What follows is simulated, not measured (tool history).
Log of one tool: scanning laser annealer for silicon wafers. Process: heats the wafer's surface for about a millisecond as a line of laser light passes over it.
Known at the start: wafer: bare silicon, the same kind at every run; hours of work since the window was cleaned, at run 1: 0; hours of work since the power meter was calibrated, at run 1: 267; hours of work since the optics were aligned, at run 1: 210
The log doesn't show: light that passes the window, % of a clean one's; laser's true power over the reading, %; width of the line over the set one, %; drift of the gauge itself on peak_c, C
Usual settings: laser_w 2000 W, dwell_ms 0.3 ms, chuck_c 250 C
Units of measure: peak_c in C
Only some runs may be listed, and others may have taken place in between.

run,hour,laser_w,dwell_ms,chuck_c,hours of work since the window was cleaned,hours of work since the power meter was calibrated,hours of work since the optics were aligned,peak_c
1,0,2000,0.3,250,0,267,210,985
2,72.7,2000,0.3,250,34,301,244,983
3,138,2000,0.3,250,65,332,275,985
4,189.6,2000,0.3,250,89,356,299,980
5,244.6,2000,0.3,225,115,382,325,957
6,281.4,2000,0.3,225,132,399,342,956
7,340.8,2000,0.3,229,160,427,370,964
8,392.3,2000,0.3,250,184,451,394,980
9,479.6,2000,0.3,250,225,492,435,986
10,547,2000,0.221,250,257,524,467,870
11,612.7,2000,0.38,250,288,555,498,1086
12,661.3,2000,0.3,250,311,578,521,981
13,713.4,1748,0.3,250,335,602,545,868
# hour 757: window over the wafer cleaned
14,805.6,1748,0.3,250,23,645,588,870
15,890.1,1748,0.3,250,63,684,627,874
16,948.1,2000,0.3,250,90,712,655,980
17,1020.7,2000,0.3,255,124,746,689,992
18,1109.7,2000,0.3,255,166,787,731,988
19,1154.7,2000,0.3,250,187,809,752,984
20,1231.9,2000,0.3,250,223,845,788,982
21,1302.2,1880,0.3,250,256,878,821,929
22,1363.8,1729,0.229,258,285,907,850,788
23,1429.6,2000,0.239,223,316,938,881,868
# hour 1512.5: window over the wafer cleaned
24,1512.5,1998,0.239,270,0,976,919,915
25,1590.2,1852,0.374,250,37,1012,956,1001
26,1658,1962,0.311,258,68,1044,988,989
27,1719.7,1962,0.311,258,97,1073,1016,990
28,1788.7,1962,0.311,258,130,1106,1049,986
29,1853.9,1972,0.342,254,160,1136,1080,1029
30,1945.2,1972,0.342,254,203,1179,1122,1026
31,2036.2,1972,0.342,254,246,1222,1165,1023
32,2081.2,1972,0.342,254,267,1243,1186,1028
33,2147.3,1972,0.342,254,298,1274,1218,1027
34,2205.1,2133,0.3,225,326,1301,1245,1017
# hour 2272.1: window over the wafer cleaned
35,2291.5,2000,0.265,267,9,1341,1284,954
36,2348.9,2000,0.265,267,36,1368,1311,949
37,2440.1,1808,0.24,250,79,1411,1354,822
38,2512.8,1808,0.24,250,113,1445,1388,821
39,2577.1,1808,0.24,250,143,1475,1419,818
40,2615.1,2000,0.375,267,161,1493,1436,1096
41,2706.6,2109,0.256,211,204,1536,1479,923
42,2763,2109,0.256,211,231,1563,1506,927

3 ways to go on from here, each from the tool as it stands after run 42. What would each give?
A,2805,2017,0.29,263,251,1583,1526,?
B,2805,1935,0.228,250,251,1583,1526,?
C,2805,1723,0.343,259,251,1583,1526,?

run,peak_c
A,988
B,857
C,915
Had the tool no hidden state, the same runs would have come out as:
run,peak_c
A,990
B,858
C,916

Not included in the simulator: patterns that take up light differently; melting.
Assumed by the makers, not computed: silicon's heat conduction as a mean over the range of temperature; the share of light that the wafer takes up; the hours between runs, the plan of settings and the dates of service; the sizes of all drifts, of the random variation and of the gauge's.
